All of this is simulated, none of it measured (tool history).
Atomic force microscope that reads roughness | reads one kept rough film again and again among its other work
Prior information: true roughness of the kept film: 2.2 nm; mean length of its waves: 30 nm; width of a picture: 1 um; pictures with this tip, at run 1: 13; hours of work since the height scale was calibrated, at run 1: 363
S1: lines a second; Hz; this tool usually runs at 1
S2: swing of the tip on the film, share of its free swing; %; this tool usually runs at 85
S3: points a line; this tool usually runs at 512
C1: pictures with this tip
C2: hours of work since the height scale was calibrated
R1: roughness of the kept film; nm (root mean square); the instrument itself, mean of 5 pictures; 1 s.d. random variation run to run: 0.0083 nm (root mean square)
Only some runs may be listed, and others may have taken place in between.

{"run": 1, "hour": 0.0, "S1": 1, "S2": 85, "S3": 512, "C1": 13, "C2": 363, "R1": 1.795}
{"run": 2, "hour": 21.6, "S1": 1, "S2": 85, "S3": 512, "C1": 42, "C2": 380, "R1": 1.74}
{"hour": 36.4, "done": "new tip fitted"}
{"run": 3, "hour": 49.2, "S1": 1, "S2": 60, "S3": 512, "C1": 17, "C2": 401, "R1": 1.962}
{"run": 4, "hour": 66.6, "S1": 1, "S2": 60, "S3": 833, "C1": 41, "C2": 414, "R1": 1.926}
{"hour": 83.0, "done": "new tip fitted"}
{"run": 5, "hour": 88.4, "S1": 1, "S2": 68, "S3": 512, "C1": 8, "C2": 431, "R1": 1.93}
{"run": 6, "hour": 106.9, "S1": 1, "S2": 68, "S3": 512, "C1": 33, "C2": 445, "R1": 1.881}
{"hour": 128.3, "done": "new tip fitted"}
{"run": 7, "hour": 134.8, "S1": 1, "S2": 68, "S3": 512, "C1": 9, "C2": 466, "R1": 1.943}
{"run": 8, "hour": 151.9, "S1": 1, "S2": 68, "S3": 330, "C1": 32, "C2": 480, "R1": 1.875}
{"run": 9, "hour": 166.0, "S1": 1, "S2": 68, "S3": 330, "C1": 52, "C2": 491, "R1": 1.843}
{"hour": 174.5, "done": "new tip fitted"}
{"run": 10, "hour": 187.3, "S1": 2.17, "S2": 85, "S3": 512, "C1": 18, "C2": 507, "R1": 1.594}
{"run": 11, "hour": 208.3, "S1": 1, "S2": 85, "S3": 512, "C1": 46, "C2": 523, "R1": 1.741}
{"hour": 219.6, "done": "new tip fitted"}
{"run": 12, "hour": 224.6, "S1": 1, "S2": 81, "S3": 512, "C1": 7, "C2": 535, "R1": 1.844}
{"run": 13, "hour": 243.7, "S1": 1, "S2": 85, "S3": 993, "C1": 33, "C2": 550, "R1": 1.768}
{"hour": 264.9, "done": "new tip fitted"}
{"run": 14, "hour": 271.2, "S1": 1, "S2": 85, "S3": 993, "C1": 9, "C2": 571, "R1": 1.825}
{"run": 15, "hour": 290.4, "S1": 1, "S2": 85, "S3": 993, "C1": 35, "C2": 586, "R1": 1.776}
{"hour": 309.9, "done": "new tip fitted"}
{"run": 16, "hour": 309.9, "S1": 1, "S2": 70, "S3": 441, "C1": 0, "C2": 600, "R1": 1.94}
{"run": 17, "hour": 333.2, "S1": 1.91, "S2": 69, "S3": 640, "C1": 31, "C2": 618, "R1": 1.798}
{"run": 18, "hour": 349.7, "S1": 1.91, "S2": 69, "S3": 640, "C1": 54, "C2": 631, "R1": 1.74}
{"hour": 356.5, "done": "new tip fitted"}
{"run": 19, "hour": 375.5, "S1": 2.37, "S2": 81, "S3": 473, "C1": 26, "C2": 651, "R1": 1.602}
{"run": 20, "hour": 394.6, "S1": 2.37, "S2": 81, "S3": 473, "C1": 52, "C2": 666, "R1": 1.572}
{"hour": 403.7, "done": "new tip fitted"}
{"run": 21, "hour": 413.3, "S1": 2, "S2": 81, "S3": 456, "C1": 13, "C2": 680, "R1": 1.693}
{"run": 22, "hour": 425.3, "S1": 0.68, "S2": 65, "S3": 410, "C1": 29, "C2": 689, "R1": 1.957}
{"run": 23, "hour": 442.9, "S1": 0.68, "S2": 65, "S3": 410, "C1": 53, "C2": 703, "R1": 1.893}
{"hour": 450.5, "done": "new tip fitted"}
{"run": 24, "hour": 462.9, "S1": 0.52, "S2": 68, "S3": 868, "C1": 17, "C2": 718, "R1": 1.982}
{"run": 25, "hour": 477.0, "S1": 0.52, "S2": 68, "S3": 868, "C1": 36, "C2": 729, "R1": 1.952}

4 options for the next run, each taken on its own from the tool as it stands now. Forecast them:
{"run": "A", "hour": 493.9, "S1": 2.02, "S2": 78, "S3": 619, "C1": 59, "C2": 742, "R1": "?"}
{"run": "B", "hour": 493.9, "S1": 0.67, "S2": 78, "S3": 868, "C1": 59, "C2": 742, "R1": "?"}
{"run": "C", "hour": 493.9, "S1": 1.81, "S2": 62, "S3": 315, "C1": 59, "C2": 742, "R1": "?"}
{"run": "D", "hour": 493.9, "S1": 1.1, "S2": 68, "S3": 768, "C1": 59, "C2": 742, "R1": "?"}

run=A R1=1.656
run=B R1=1.826
run=C R1=1.815
run=D R1=1.846
With no hidden state in the tool, these same runs would have given:
run=A R1=1.754
run=B R1=1.934
run=C R1=1.922
run=D R1=1.955
